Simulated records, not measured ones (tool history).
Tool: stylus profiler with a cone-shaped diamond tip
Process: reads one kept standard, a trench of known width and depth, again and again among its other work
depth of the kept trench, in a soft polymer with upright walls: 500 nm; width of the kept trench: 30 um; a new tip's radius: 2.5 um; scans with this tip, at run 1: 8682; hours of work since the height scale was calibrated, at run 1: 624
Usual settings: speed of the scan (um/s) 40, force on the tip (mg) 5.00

| run | hour | speed of the scan (um/s) | force on the tip (mg) | scans with this tip | hours of work since the height scale was calibrated | depth of the trench (Å) | width of the trench's floor (um) |
|---|---|---|---|---|---|---|---|
| 1 | 0.0 | 40 | 5.00 | 8682 | 624 | 5126.0 | 26.37 |
| 2 | 20.4 | 40 | 5.00 | 8881 | 639 | 5123.4 | 26.37 |
| 3 | 43.4 | 25 | 5.00 | 9106 | 655 | 5125.2 | 26.32 |
| 4 | 61.9 | 25 | 5.00 | 9287 | 668 | 5123.5 | 26.37 |
| 5 | 78.7 | 25 | 5.00 | 9451 | 680 | 5122.1 | 26.29 |
| 6 | 91.9 | 25 | 5.00 | 9580 | 689 | 5123.6 | 26.38 |
| 7 | 112.9 | 25 | 5.00 | 9785 | 704 | 5123.2 | 26.33 |
| 8 | 123.4 | 25 | 5.00 | 9888 | 711 | 5122.0 | 26.32 |
| 9 | 141.3 | 40 | 8.21 | 10063 | 724 | 5173.3 | 26.32 |
| 10 | 163.0 | 40 | 5.00 | 10275 | 739 | 5121.4 | 26.28 |
| 11 | 183.4 | 40 | 5.00 | 10475 | 753 | 5124.0 | 26.22 |
| 12 | 204.1 | 40 | 3.58 | 10677 | 768 | 5095.1 | 26.24 |
| 13 | 226.7 | 40 | 3.58 | 10898 | 784 | 5094.0 | 26.21 |
| 14 | 244.8 | 40 | 6.67 | 11074 | 796 | 5150.9 | 26.19 |
| 15 | 266.3 | 40 | 6.67 | 11285 | 811 | 5148.3 | 26.18 |

Forecast run 16:
| 16 | 283.4 | 14 | 4.17 | 11452 | 823 | ? | ? |

depth of the trench (Å): 5105.7
width of the trench's floor (um): 26.24
Without the tool's hidden state the same run would have given depth of the trench (Å) 5118.4, width of the trench's floor (um) 26.95.
